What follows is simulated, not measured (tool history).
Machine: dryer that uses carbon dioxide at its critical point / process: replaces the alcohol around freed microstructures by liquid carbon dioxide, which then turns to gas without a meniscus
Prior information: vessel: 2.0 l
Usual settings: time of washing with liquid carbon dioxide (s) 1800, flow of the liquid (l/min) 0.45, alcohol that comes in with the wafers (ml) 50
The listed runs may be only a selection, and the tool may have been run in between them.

run,hour,time of washing with liquid carbon dioxide (s),flow of the liquid (l/min),alcohol that comes in with the wafers (ml),alcohol left in the vessel before it's heated (ppm by volume)
1,0,1800,0.45,50,310
2,10.4,1800,0.45,50,322
3,18,1800,0.45,50,314
4,23.1,1800,0.361,50,755
5,30.4,1800,0.361,50,762
6,38.1,1800,0.361,50,752
7,42.6,1800,0.361,50,772
8,47.5,1140,0.45,50,1580
9,55.9,1140,0.45,50,1622
10,62.5,1140,0.45,50,1582
11,69.6,1140,0.45,50,1649
12,76.6,2820,0.45,27,47
13,83.6,2820,0.45,27,52
14,90,2820,0.45,27,40
15,99.1,2820,0.657,27,31
16,109.2,1560,0.285,50,2402
17,117.1,1560,0.285,50,2488
18,121.8,1560,0.303,50,2117
19,126.4,1260,0.383,50,1976
20,131.9,1260,0.383,50,1991
21,139.5,1860,0.45,45,305
22,148.1,1860,0.53,39,132

Forecast each of these 3 alternatives for the next run:
A,155.3,1860,0.276,39,?
B,155.3,1440,0.478,29,?
C,155.3,1800,0.334,50,?

run,alcohol left in the vessel before it's heated (ppm by volume)
A,1383
B,418
C,1110
Without the tool's unlogged condition, the same runs would have read:
run,alcohol left in the vessel before it's heated (ppm by volume)
A,980
B,253
C,744

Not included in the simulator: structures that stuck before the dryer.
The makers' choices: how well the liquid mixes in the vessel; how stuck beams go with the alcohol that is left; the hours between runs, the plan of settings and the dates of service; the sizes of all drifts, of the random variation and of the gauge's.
